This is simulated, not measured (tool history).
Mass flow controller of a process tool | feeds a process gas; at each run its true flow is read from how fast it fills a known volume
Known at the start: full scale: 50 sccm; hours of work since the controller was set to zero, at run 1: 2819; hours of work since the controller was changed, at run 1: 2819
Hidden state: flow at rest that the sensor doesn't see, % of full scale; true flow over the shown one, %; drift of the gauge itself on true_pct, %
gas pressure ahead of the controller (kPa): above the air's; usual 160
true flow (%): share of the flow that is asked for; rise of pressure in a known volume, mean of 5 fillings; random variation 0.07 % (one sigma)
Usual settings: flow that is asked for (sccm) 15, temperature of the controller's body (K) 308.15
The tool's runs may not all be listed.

| run | day | flow that is asked for (sccm) | gas pressure ahead of the controller (kPa) | temperature of the controller's body (K) | hours of work since the controller was set to zero | hours of work since the controller was changed | true flow (%) |
|---|---|---|---|---|---|---|---|
| 1 | 0 | 15 | 160 | 308.15 | 2819 | 2819 | 98.12 |
| 2 | 11.2 | 11 | 160 | 308.15 | 2909 | 2909 | 97.91 |
| 3 | 22.746 | 15 | 160 | 303.15 | 3001 | 3001 | 98.44 |
| 4 | 32.742 | 15 | 160 | 303.15 | 3081 | 3081 | 98.37 |
| 5 | 40.425 | 15 | 160 | 303.15 | 3143 | 3143 | 98.4 |
| 6 | 51.25 | 15 | 160 | 303.15 | 3229 | 3229 | 98.29 |
| 7 | 60.246 | 15 | 160 | 303.15 | 3301 | 3301 | 98.21 |
| 8 | 66.904 | 15 | 160 | 303.15 | 3355 | 3355 | 98.22 |
| 9 | 77.342 | 15 | 160 | 303.15 | 3438 | 3438 | 98.01 |
| 10 | 88.288 | 15 | 160 | 303.15 | 3526 | 3526 | 97.99 |
| 11 | 96.454 | 15 | 160 | 303.15 | 3591 | 3591 | 98.11 |
| 12 | 105.525 | 15 | 160 | 303.15 | 3664 | 3664 | 98.1 |
| 13 | 114.879 | 15 | 248 | 308.15 | 3739 | 3739 | 97.8 |
| 14 | 122.033 | 15 | 248 | 308.15 | 3796 | 3796 | 97.77 |
| 15 | 130.45 | 15 | 160 | 308.15 | 3863 | 3863 | 97.4 |
| 16 | 140.388 | 15 | 178 | 308.15 | 3943 | 3943 | 97.39 |
| 17 | 150.938 | 29 | 205 | 295.15 | 4027 | 4027 | 99.14 |
| 18 | 158.3 | 22 | 261 | 301.15 | 4086 | 4086 | 98.44 |
|  | 161.733 | gauge calibrated |
| 19 | 165.917 | 15 | 148 | 308.15 | 4147 | 4147 | 97.99 |
| 20 | 171.883 | 20 | 160 | 308.15 | 4195 | 4195 | 98.07 |
| 21 | 178.329 | 20 | 160 | 308.15 | 4247 | 4247 | 98.04 |
| 22 | 185.779 | 20 | 160 | 308.15 | 4306 | 4306 | 97.99 |
| 23 | 191.667 | 7 | 188 | 308.15 | 4353 | 4353 | 97.89 |
| 24 | 200.108 | 22 | 224 | 311.15 | 4421 | 4421 | 98 |
| 25 | 210.679 | 25 | 224 | 311.15 | 4505 | 4505 | 97.95 |
| 26 | 220.896 | 21 | 174 | 307.15 | 4587 | 4587 | 98.03 |
| 27 | 226.612 | 21 | 194 | 309.15 | 4633 | 4633 | 97.92 |
| 28 | 238.042 | 15 | 142 | 297.15 | 4724 | 4724 | 98.7 |
| 29 | 246.754 | 15 | 142 | 297.15 | 4794 | 4794 | 98.62 |
| 30 | 259.454 | 17 | 178 | 310.15 | 4896 | 4896 | 97.52 |
| 31 | 267.908 | 38 | 178 | 310.15 | 4963 | 4963 | 97.93 |
| 32 | 277.783 | 38 | 178 | 310.15 | 5042 | 5042 | 97.87 |

Some steps in true flow (%) between neighbouring runs. How much of each would the tool show without its hidden state too (settings, what came in, random variation), and how much is left for the hidden state, with any gauge scatter that isn't in both results?
Run 1 -> 2: flow that is asked for (sccm) 15 -> 11. true flow (%) -0.21: hidden state -0.06, all else -0.15.
Run 16 -> 17: flow that is asked for (sccm) 15 -> 29, gas pressure ahead of the controller (kPa) 178 -> 205, temperature of the controller's body (K) 308.15 -> 295.15. true flow (%) +1.75: hidden state -0.08, all else +1.83.
Run 18 -> 19: flow that is asked for (sccm) 22 -> 15, gas pressure ahead of the controller (kPa) 261 -> 148, temperature of the controller's body (K) 301.15 -> 308.15, gauge calibrated. true flow (%) -0.45: hidden state +0.8, all else -1.25.
Run 27 -> 28: flow that is asked for (sccm) 21 -> 15, gas pressure ahead of the controller (kPa) 194 -> 142, temperature of the controller's body (K) 309.15 -> 297.15. true flow (%) +0.78: hidden state -0.05, all else +0.83.
Run 29 -> 30: flow that is asked for (sccm) 15 -> 17, gas pressure ahead of the controller (kPa) 142 -> 178, temperature of the controller's body (K) 297.15 -> 310.15. true flow (%) -1.1: hidden state -0.06, all else -1.04.

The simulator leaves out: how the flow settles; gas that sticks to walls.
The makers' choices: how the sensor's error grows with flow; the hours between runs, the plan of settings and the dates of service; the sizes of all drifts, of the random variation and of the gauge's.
